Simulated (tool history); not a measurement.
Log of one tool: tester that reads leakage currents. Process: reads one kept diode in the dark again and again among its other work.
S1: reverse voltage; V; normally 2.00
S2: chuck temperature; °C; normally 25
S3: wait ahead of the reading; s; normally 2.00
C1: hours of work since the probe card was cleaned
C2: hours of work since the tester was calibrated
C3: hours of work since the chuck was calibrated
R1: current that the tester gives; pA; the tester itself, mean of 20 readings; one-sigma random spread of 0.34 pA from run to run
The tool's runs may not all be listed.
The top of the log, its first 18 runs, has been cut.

run    hour     S1  S2    S3   C1   C2   C3       R1
 19   490.0  12.02  25  2.00  512  445  128   323.96
 20   523.9  12.02  25  2.00  530  463  146   321.21
 21   544.4   2.00  46  0.69  541  474  157   557.14
 22   568.8   1.32  33  1.58  554  487  170   162.11
 23   599.9   2.00  34  0.62  570  504  187   226.27
 24   638.4   2.00  49  8.13  591  525  207   685.26
 25   658.9   2.00  33  2.02  602  536  218   208.87
 26   696.2  15.98  22  6.96  622  556  238   293.32
 27   724.4  15.98  22  6.96  637  571  253   293.24
 28   756.7  16.43  56  6.96  654  588  270  3898.69
 29   782.4  16.43  56  6.96  668  602  284  3893.22
 30   802.9  16.06  51  2.00  679  613  295  2719.14
 31   837.1   5.27  21  0.49  697  631  313   141.22
 32   858.9   5.27  23  5.42  709  642  325   162.41
 33   899.8   2.00  54  0.36  731  664  347   957.42
 34   920.1   1.06  25  7.47  741  675  358    72.75
 35   938.2   1.06  21  3.14  751  685  367    52.51
 36   958.1   1.06  21  3.14  762  695  378    52.34
 37   996.9   1.06  21  3.14  782  716  399    52.17
 38  1037.2   2.00  25  2.00  804  738  420   106.38
 39  1056.1   2.68  39  4.59  814  748  430   381.81
 40  1089.7   6.55  33  2.88  832  766  448   411.29

4 options for the next run, each taken on its own from the tool as it stands now. Forecast them:
  A  1120.6   2.48  41  0.33  849  782  465   ?
  B  1120.6   2.34  57  1.45  849  782  465   ?
  C  1120.6   6.55  25  2.88  849  782  465   ?
  D  1120.6  19.11  29  1.00  849  782  465   ?

run       R1
  A   424.72
  B  1272.85
  C   215.44
  D   575.04
Without the tool's unlogged condition, the same runs would have read:
run       R1
  A   446.84
  B  1334.48
  C   225.97
  D   601.19
